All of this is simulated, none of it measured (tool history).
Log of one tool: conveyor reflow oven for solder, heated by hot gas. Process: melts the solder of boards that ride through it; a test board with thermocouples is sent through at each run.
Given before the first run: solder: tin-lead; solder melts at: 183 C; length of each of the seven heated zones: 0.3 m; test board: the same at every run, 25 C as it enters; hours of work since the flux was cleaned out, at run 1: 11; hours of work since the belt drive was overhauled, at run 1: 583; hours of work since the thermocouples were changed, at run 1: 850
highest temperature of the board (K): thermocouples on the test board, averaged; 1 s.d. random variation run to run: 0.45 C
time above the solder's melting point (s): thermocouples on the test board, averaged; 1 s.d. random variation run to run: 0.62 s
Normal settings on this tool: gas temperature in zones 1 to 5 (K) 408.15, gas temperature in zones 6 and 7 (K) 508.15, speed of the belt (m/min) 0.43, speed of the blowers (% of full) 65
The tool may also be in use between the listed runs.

run	hour	gas temperature in zones 1 to 5 (K)	gas temperature in zones 6 and 7 (K)	speed of the belt (m/min)	speed of the blowers (% of full)	hours of work since the flux was cleaned out	hours of work since the belt drive was overhauled	hours of work since the thermocouples were changed	highest temperature of the board (K)	time above the solder's melting point (s)
1	0	408.15	508.15	0.43	65	11	583	850	493.75	64.6
2	11.7	408.15	508.15	0.43	65	20	593	859	493.55	64.7
3	29.1	408.15	508.15	0.43	65	34	607	873	493.15	65.1
4	48.6	408.15	508.15	0.43	65	50	622	889	493.35	63.9
5	62.4	408.15	508.15	0.358	65	61	633	900	499.25	84.8
6	74	408.15	521.15	0.358	65	70	642	909	510.85	92
7	83.3	408.15	521.15	0.496	65	77	650	916	497.75	58.4
8	91.7	408.15	500.15	0.496	65	84	657	923	480.95	45.3
9	111.2	408.15	500.15	0.496	65	99	672	939	481.25	45
10	127.4	408.15	500.15	0.496	65	112	685	952	481.45	45
11	146.5	399.15	508.15	0.43	65	128	700	967	491.85	59.5
12	156	399.15	508.15	0.43	65	135	708	974	491.95	60.1
13	170.4	408.15	508.15	0.43	52	147	719	986	490.05	61.7
14	181.5	408.15	508.15	0.43	65	156	728	995	493.45	64.6
15	198.2	405.15	508.15	0.43	65	169	741	1008	492.05	62.9
16	209.3	405.15	508.15	0.43	65	178	750	1017	492.75	62.4
17	227.5	399.15	508.15	0.43	65	192	765	1031	491.75	59.6
# hour 233.3: belt drive overhauled, speed set with a stopwatch
18	249.5	399.15	508.15	0.43	65	207	13	1046	491.65	61.6
19	263	399.15	508.15	0.43	65	217	24	1056	492.85	62.3
20	271.3	412.15	508.15	0.43	65	224	30	1063	493.95	67.8
# hour 278: belt drive overhauled, speed set with a stopwatch, once more
21	285.3	400.15	510.15	0.408	65	232	6	1071	494.65	64.4
22	297.1	421.15	508.15	0.408	58	241	15	1080	495.65	74.7
23	305.1	397.15	499.15	0.363	55	248	22	1087	486.75	64.8
24	315	408.15	508.15	0.43	52	256	30	1095	488.85	59.2
25	323.6	419.15	508.15	0.43	52	263	36	1102	491.45	65.7
26	332.7	399.15	515.15	0.43	65	270	44	1109	496.05	62.3
27	349.5	399.15	515.15	0.363	63	283	57	1122	502.85	79.6
28	366.1	408.15	509.15	0.43	65	296	70	1136	493.25	63.1
29	374.8	398.15	508.15	0.403	65	303	77	1142	492.85	62.9
30	392.5	398.15	508.15	0.403	65	317	91	1157	492.65	65

Below are 3 alternative next runs, each starting from the tool's condition after run 30. Predict each:
A	404.9	394.15	508.15	0.467	63	327	101	1166	?	?
B	404.9	398.15	508.15	0.403	52	327	101	1166	?	?
C	404.9	408.15	508.15	0.449	60	327	101	1166	?	?

run	highest temperature of the board (K)	time above the solder's melting point (s)
A	486.05	47.1
B	489.45	61.6
C	489.65	57.2
With no hidden state in the tool, these same runs would have given:
run	highest temperature of the board (K)	time above the solder's melting point (s)
A	484.05	45.3
B	487.05	59.2
C	487.45	55.3
